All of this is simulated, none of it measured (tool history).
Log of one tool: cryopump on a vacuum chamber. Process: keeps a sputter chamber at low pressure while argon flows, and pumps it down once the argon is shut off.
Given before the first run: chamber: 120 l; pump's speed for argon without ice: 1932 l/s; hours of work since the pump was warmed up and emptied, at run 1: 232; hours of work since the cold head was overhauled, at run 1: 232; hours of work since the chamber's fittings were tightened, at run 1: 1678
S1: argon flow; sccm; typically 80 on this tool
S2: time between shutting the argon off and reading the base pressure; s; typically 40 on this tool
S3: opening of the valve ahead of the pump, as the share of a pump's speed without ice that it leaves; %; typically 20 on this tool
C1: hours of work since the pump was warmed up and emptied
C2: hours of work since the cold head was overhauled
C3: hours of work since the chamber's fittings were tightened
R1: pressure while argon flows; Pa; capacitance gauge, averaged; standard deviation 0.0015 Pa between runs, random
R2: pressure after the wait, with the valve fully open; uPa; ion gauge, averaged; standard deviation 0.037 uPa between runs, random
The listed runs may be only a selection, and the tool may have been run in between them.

Run 1, hour 0: usual settings; C1 232; C2 232; C3 1678. Result: R1 0.3578 Pa, R2 2.71 uPa.
Run 2, hour 14.4: usual settings; C1 241; C2 241; C3 1687. Result: R1 0.3555 Pa, R2 2.75 uPa.
Run 3, hour 40.9: usual settings; C1 257; C2 257; C3 1703. Result: R1 0.357 Pa, R2 2.76 uPa.
Run 4, hour 63.8: usual settings but S2 21 s; C1 272; C2 272; C3 1717. Result: R1 0.3604 Pa, R2 4.46 uPa.
Run 5, hour 96: usual settings; C1 291; C2 291; C3 1737. Result: R1 0.36 Pa, R2 2.72 uPa.
Run 6, hour 115.9: usual settings; C1 304; C2 304; C3 1749. Result: R1 0.3558 Pa, R2 2.72 uPa.
Run 7, hour 145.4: usual settings; C1 322; C2 322; C3 1768. Result: R1 0.3582 Pa, R2 2.72 uPa.
Run 8, hour 172.1: usual settings; C1 338; C2 338; C3 1784. Result: R1 0.3604 Pa, R2 2.78 uPa.
Run 9, hour 202.4: usual settings; C1 357; C2 357; C3 1803. Result: R1 0.3583 Pa, R2 2.75 uPa.
Run 10, hour 221.8: usual settings; C1 369; C2 369; C3 1815. Result: R1 0.3621 Pa, R2 2.82 uPa.
Run 11, hour 243.7: usual settings; C1 382; C2 382; C3 1828. Result: R1 0.3608 Pa, R2 2.83 uPa.
Run 12, hour 272.4: usual settings but S1 53 sccm; C1 400; C2 400; C3 1846. Result: R1 0.2387 Pa, R2 2.77 uPa.
Run 13, hour 300.1: usual settings but S1 53 sccm; C1 417; C2 417; C3 1863. Result: R1 0.2394 Pa, R2 2.78 uPa.
Run 14, hour 319.2: usual settings; C1 429; C2 429; C3 1875. Result: R1 0.3623 Pa, R2 2.89 uPa.
Run 15, hour 346.5: usual settings; C1 446; C2 446; C3 1891. Result: R1 0.3623 Pa, R2 2.82 uPa.
Run 16, hour 369.7: usual settings but S1 128 sccm; C1 460; C2 460; C3 1906. Result: R1 0.5817 Pa, R2 2.96 uPa.
Run 17, hour 387.9: usual settings but S1 128 sccm; C1 471; C2 471; C3 1917. Result: R1 0.585 Pa, R2 2.86 uPa.
Run 18, hour 410.6: usual settings but S1 33 sccm, S2 134 s, S3 18 %; C1 485; C2 485; C3 1931. Result: R1 0.1674 Pa, R2 1.54 uPa.
Run 19, hour 434.3: usual settings but S1 33 sccm, S2 134 s, S3 18 %; C1 500; C2 500; C3 1945. Result: R1 0.1675 Pa, R2 1.56 uPa.
Run 20, hour 462.9: usual settings but S1 120 sccm, S2 144 s, S3 18 %; C1 517; C2 517; C3 1963. Result: R1 0.6055 Pa, R2 1.52 uPa.
Run 21, hour 484.6: usual settings but S1 63 sccm, S2 29 s, S3 56 %; C1 531; C2 531; C3 1976. Result: R1 0.1119 Pa, R2 3.71 uPa.
Run 22, hour 505.1: usual settings but S1 104 sccm, S2 71 s, S3 17 %; C1 543; C2 543; C3 1989. Result: R1 0.5579 Pa, R2 2.05 uPa.
Run 23, hour 520.9: usual settings but S1 47 sccm, S3 15 %; C1 553; C2 553; C3 1999. Result: R1 0.2856 Pa, R2 2.98 uPa.
Run 24, hour 539.3: usual settings but S1 47 sccm, S3 15 %; C1 564; C2 564; C3 2010. Result: R1 0.2828 Pa, R2 2.97 uPa.
Run 25, hour 570.8: usual settings but S1 45 sccm, S2 37 s, S3 16 %; C1 584; C2 584; C3 2029. Result: R1 0.2553 Pa, R2 3.05 uPa.
Run 26, hour 585.1: usual settings but S1 86 sccm, S2 270 s, S3 25 %; C1 592; C2 592; C3 2038. Result: R1 0.3232 Pa, R2 1.31 uPa.
Run 27, hour 615.7: usual settings but S1 92 sccm, S2 287 s, S3 33 %; C1 611; C2 611; C3 2057. Result: R1 0.266 Pa, R2 1.28 uPa.
Run 28, hour 643.1: usual settings but S2 94 s; C1 628; C2 628; C3 2074. Result: R1 0.3718 Pa, R2 1.86 uPa.
Run 29, hour 661.5: usual settings but S3 31 %; C1 639; C2 639; C3 2085. Result: R1 0.2441 Pa, R2 3.03 uPa.
Run 30, hour 687.2: usual settings but S2 22 s, S3 22 %; C1 655; C2 655; C3 2101. Result: R1 0.3375 Pa, R2 4.61 uPa.
Run 31, hour 712.3: usual settings but S1 78 sccm, S3 23 %; C1 671; C2 671; C3 2116. Result: R1 0.3154 Pa, R2 2.99 uPa.
At hour 731.4: pump warmed up, emptied and cooled again.
Run 32, hour 731.8: usual settings but S1 78 sccm, S3 23 %; C1 0; C2 679; C3 2125. Result: R1 0.2969 Pa, R2 2.84 uPa.
Run 33, hour 746.6: usual settings but S1 78 sccm, S3 23 %; C1 9; C2 689; C3 2134. Result: R1 0.2991 Pa, R2 2.83 uPa.

4 options for the next run, each taken on its own from the tool as it stands now. Forecast them:
Run A, hour 778.3: usual settings but S1 39 sccm, S3 24 %; C1 29; C2 708; C3 2154. Result: R1 ?, R2 ?.
Run B, hour 778.3: usual settings but S1 101 sccm, S2 104 s, S3 23 %; C1 29; C2 708; C3 2154. Result: R1 ?, R2 ?.
Run C, hour 778.3: usual settings but S1 130 sccm, S3 58 %; C1 29; C2 708; C3 2154. Result: R1 ?, R2 ?.
Run D, hour 778.3: usual settings but S1 77 sccm, S3 33 %; C1 29; C2 708; C3 2154. Result: R1 ?, R2 ?.

run      R1    R2
  A   0.144  2.81
  B  0.3838  1.63
  C  0.1995  2.82
  D  0.2053  2.85
Without the tool's unlogged condition, the same runs would have read:
run      R1    R2
  A  0.1432   2.1
  B  0.3817   0.9
  C  0.1968   2.1
  D  0.2036  2.12
